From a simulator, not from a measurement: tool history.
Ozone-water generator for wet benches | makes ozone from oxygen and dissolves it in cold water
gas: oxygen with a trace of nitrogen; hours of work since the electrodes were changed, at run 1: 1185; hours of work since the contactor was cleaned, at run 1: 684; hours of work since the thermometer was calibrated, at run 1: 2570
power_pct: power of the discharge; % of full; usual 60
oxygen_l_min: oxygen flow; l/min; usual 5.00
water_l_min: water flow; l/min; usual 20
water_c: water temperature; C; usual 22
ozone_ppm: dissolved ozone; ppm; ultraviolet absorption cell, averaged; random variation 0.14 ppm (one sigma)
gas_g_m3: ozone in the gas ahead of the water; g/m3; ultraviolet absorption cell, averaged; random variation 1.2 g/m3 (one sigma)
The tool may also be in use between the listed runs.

run	hour	power_pct	oxygen_l_min	water_l_min	water_c	hours of work since the electrodes were changed	hours of work since the contactor was cleaned	hours of work since the thermometer was calibrated	ozone_ppm	gas_g_m3
1	0.0	60	5.00	20	22	1185	684	2570	16.8	225.9
2	79.9	60	5.00	27	22	1258	757	2644	12.7	224.8
3	156.0	60	5.00	18	22	1328	827	2713	18.7	226.5
4	204.7	60	5.00	18	22	1373	872	2758	18.8	223.8
5	284.3	60	8.28	18	22	1446	945	2831	18.4	177.8
6	324.0	60	8.28	18	22	1482	981	2867	18.1	176.0
7	361.2	60	8.28	18	22	1516	1015	2902	18.3	175.8
8	405.4	60	8.28	18	22	1557	1056	2942	18.1	176.6
9	480.0	56	5.00	20	22	1625	1124	3010	16.4	216.2
10	555.9	56	5.00	20	22	1695	1194	3080	16.2	213.8
11	596.3	56	5.00	20	22	1732	1231	3117	16.1	214.8
12	635.4	56	5.00	20	22	1767	1266	3153	16.3	211.8
13	713.5	44	8.38	20	22	1839	1338	3224	14.2	147.7
14	759.1	60	5.00	19	22	1881	1380	3266	17.8	223.8
# hour 781.9: water thermometer calibrated
15	825.1	60	5.00	20	23	1941	1440	40	16.5	222.3
16	882.7	61	5.00	20	23	1994	1493	92	16.7	224.2
17	947.3	61	5.00	20	23	2053	1552	152	16.8	222.3
18	989.7	61	5.00	20	23	2092	1591	191	16.6	220.4
19	1071.4	48	7.80	20	22	2167	1666	265	15.0	159.8
20	1131.2	90	7.05	20	22	2221	1720	320	21.2	233.0
21	1195.9	90	7.05	20	22	2281	1780	379	21.4	234.0
22	1258.3	90	7.05	20	22	2338	1837	437	21.0	232.4
23	1317.4	77	5.00	20	22	2392	1891	491	19.3	249.4
24	1392.2	77	5.00	20	22	2461	1960	559	19.2	249.6

Forecast each of these 5 alternatives for the next run:
A	1461.9	77	4.79	20	17	2525	2024	623	?	?
B	1461.9	60	5.00	20	27	2525	2024	623	?	?
C	1461.9	60	6.25	19	22	2525	2024	623	?	?
D	1461.9	56	5.00	20	22	2525	2024	623	?	?
E	1461.9	56	5.00	20	16	2525	2024	623	?	?

run	ozone_ppm	gas_g_m3
A	20.7	257.7
B	15.3	216.8
C	17.7	198.2
D	16.2	209.2
E	17.8	209.7
Without the tool's hidden state the same runs would have given:
run	ozone_ppm	gas_g_m3
A	20.7	264.7
B	15.3	222.7
C	17.8	203.5
D	16.2	214.8
E	17.8	215.4
